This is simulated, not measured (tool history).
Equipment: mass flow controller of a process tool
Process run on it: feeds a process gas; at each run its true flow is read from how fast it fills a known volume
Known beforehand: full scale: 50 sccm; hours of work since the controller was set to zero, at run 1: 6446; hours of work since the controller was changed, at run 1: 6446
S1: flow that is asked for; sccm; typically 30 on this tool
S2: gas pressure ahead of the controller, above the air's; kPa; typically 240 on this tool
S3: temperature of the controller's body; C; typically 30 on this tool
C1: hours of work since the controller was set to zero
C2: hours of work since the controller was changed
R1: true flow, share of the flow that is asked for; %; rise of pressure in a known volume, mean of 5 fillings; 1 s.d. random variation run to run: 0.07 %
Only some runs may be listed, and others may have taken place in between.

run 1 day=0.000 | S1=30 S2=240 S3=30 | C1=6446 C2=6446 | R1=97.45
run 2 day=3.167 | S1=30 S2=240 S3=30 | C1=6498 C2=6498 | R1=97.44
run 3 day=6.104 | S1=30 S2=240 S3=30 | C1=6546 C2=6546 | R1=97.47
run 4 day=9.600 | S1=30 S2=240 S3=25 | C1=6603 C2=6603 | R1=98.01
run 5 day=15.950 | S1=30 S2=240 S3=25 | C1=6707 C2=6707 | R1=97.99
run 6 day=21.671 | S1=30 S2=240 S3=25 | C1=6800 C2=6800 | R1=97.95
run 7 day=26.504 | S1=24 S2=240 S3=30 | C1=6879 C2=6879 | R1=97.61
-- day=29.846 controller exchanged for a calibrated one
run 8 day=32.671 | S1=24 S2=240 S3=30 | C1=46 C2=46 | R1=99.01
run 9 day=37.554 | S1=13 S2=177 S3=22 | C1=126 C2=126 | R1=99.89
run 10 day=42.821 | S1=13 S2=177 S3=22 | C1=212 C2=212 | R1=99.97
run 11 day=48.354 | S1=13 S2=177 S3=22 | C1=302 C2=302 | R1=99.94
-- day=48.917 controller's zero set anew
run 12 day=51.771 | S1=13 S2=177 S3=22 | C1=47 C2=358 | R1=100.01
run 13 day=56.962 | S1=13 S2=217 S3=27 | C1=131 C2=443 | R1=99.34
run 14 day=61.312 | S1=6 S2=240 S3=31 | C1=203 C2=514 | R1=99.02
-- day=61.825 controller's zero set anew, once more
run 15 day=67.838 | S1=6 S2=238 S3=27 | C1=98 C2=620 | R1=98.82
run 16 day=71.008 | S1=6 S2=238 S3=27 | C1=150 C2=672 | R1=98.83

Alternative continuations, all from the tool just after run 16; predict every row:
run A day=77.788 | S1=12 S2=211 S3=28 | C1=261 C2=782 | R1=?
run B day=77.788 | S1=30 S2=240 S3=34 | C1=261 C2=782 | R1=?
run C day=77.788 | S1=45 S2=248 S3=31 | C1=261 C2=782 | R1=?
run D day=77.788 | S1=30 S2=160 S3=30 | C1=261 C2=782 | R1=?
run E day=77.788 | S1=8 S2=277 S3=33 | C1=261 C2=782 | R1=?

run=A R1=98.86
run=B R1=98.26
run=C R1=98.71
run=D R1=99.19
run=E R1=97.92
What these runs would have given with no unlogged condition in the tool:
run=A R1=99.18
run=B R1=98.67
run=C R1=99.13
run=D R1=99.60
run=E R1=98.18

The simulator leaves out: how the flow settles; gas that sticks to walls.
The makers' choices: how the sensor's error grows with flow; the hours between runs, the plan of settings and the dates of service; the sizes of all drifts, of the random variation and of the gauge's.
